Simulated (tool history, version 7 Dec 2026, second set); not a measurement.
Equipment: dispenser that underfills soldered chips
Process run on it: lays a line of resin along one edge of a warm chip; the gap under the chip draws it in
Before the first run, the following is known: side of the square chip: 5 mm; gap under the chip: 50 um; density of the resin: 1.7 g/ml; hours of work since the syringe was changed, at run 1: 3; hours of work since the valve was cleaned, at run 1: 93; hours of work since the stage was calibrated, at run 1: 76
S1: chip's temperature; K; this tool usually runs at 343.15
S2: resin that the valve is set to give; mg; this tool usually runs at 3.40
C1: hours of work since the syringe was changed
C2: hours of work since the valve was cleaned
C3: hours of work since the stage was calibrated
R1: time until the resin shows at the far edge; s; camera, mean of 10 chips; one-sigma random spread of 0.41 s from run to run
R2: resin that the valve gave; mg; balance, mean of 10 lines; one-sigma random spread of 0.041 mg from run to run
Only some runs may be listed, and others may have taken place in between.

run,hour,S1,S2,C1,C2,C3,R1,R2
1,0.0,343.15,3.40,3,93,76,33.5,3.26
2,2.2,336.15,3.40,5,95,77,49.0,3.24
3,6.7,338.15,3.40,8,98,80,54.4,3.23
4,9.5,338.15,3.40,10,100,82,61.4,3.20
# hour 10.2: new syringe of resin
5,13.1,343.15,3.53,2,102,84,31.0,3.32
6,15.2,343.15,3.53,3,103,86,33.7,3.35
7,20.0,343.15,3.53,7,106,89,40.1,3.35
8,23.4,343.15,3.53,9,109,91,46.1,3.35
# hour 25.2: new syringe of resin
9,26.4,343.15,3.53,1,110,93,28.1,3.26
10,28.8,343.15,3.47,2,112,95,30.8,3.29
11,31.9,330.15,3.40,4,114,97,62.1,3.23
12,36.2,330.15,3.40,7,117,100,74.4,3.22
13,39.3,330.15,3.40,9,119,102,85.2,3.20
# hour 40.2: new syringe of resin
14,41.9,330.15,2.94,1,121,103,54.3,2.74
15,43.8,330.15,2.94,2,122,105,57.8,2.72
16,48.6,333.15,3.58,6,125,108,57.7,3.33
17,53.5,333.15,3.58,9,128,111,72.1,3.35
# hour 55.1: new syringe of resin
18,57.7,355.15,3.53,2,131,114,19.0,3.31
19,61.5,351.15,3.13,4,134,116,25.9,2.85
20,65.6,337.15,2.95,7,136,119,54.6,2.79
21,68.9,337.15,2.95,9,139,121,64.6,2.76
# hour 70.2: new syringe of resin
22,71.9,336.15,3.58,1,140,123,39.7,3.33
23,75.0,343.15,4.02,3,143,125,32.7,3.83
24,79.6,343.15,4.02,6,146,128,39.9,3.69

Here are 4 independent what-if runs from the current tool condition. What would each one return?
A,82.8,332.15,3.03,8,148,130,?,?
B,82.8,343.15,3.04,8,148,130,?,?
C,82.8,334.15,4.05,8,148,130,?,?
D,82.8,346.15,3.30,8,148,130,?,?

run,R1,R2
A,74.8,2.77
B,47.5,2.78
C,66.6,3.78
D,40.2,3.10
With no hidden state in the tool, these same runs would have given:
run,R1,R2
A,45.1,3.01
B,28.7,3.02
C,41.0,4.11
D,24.3,3.37

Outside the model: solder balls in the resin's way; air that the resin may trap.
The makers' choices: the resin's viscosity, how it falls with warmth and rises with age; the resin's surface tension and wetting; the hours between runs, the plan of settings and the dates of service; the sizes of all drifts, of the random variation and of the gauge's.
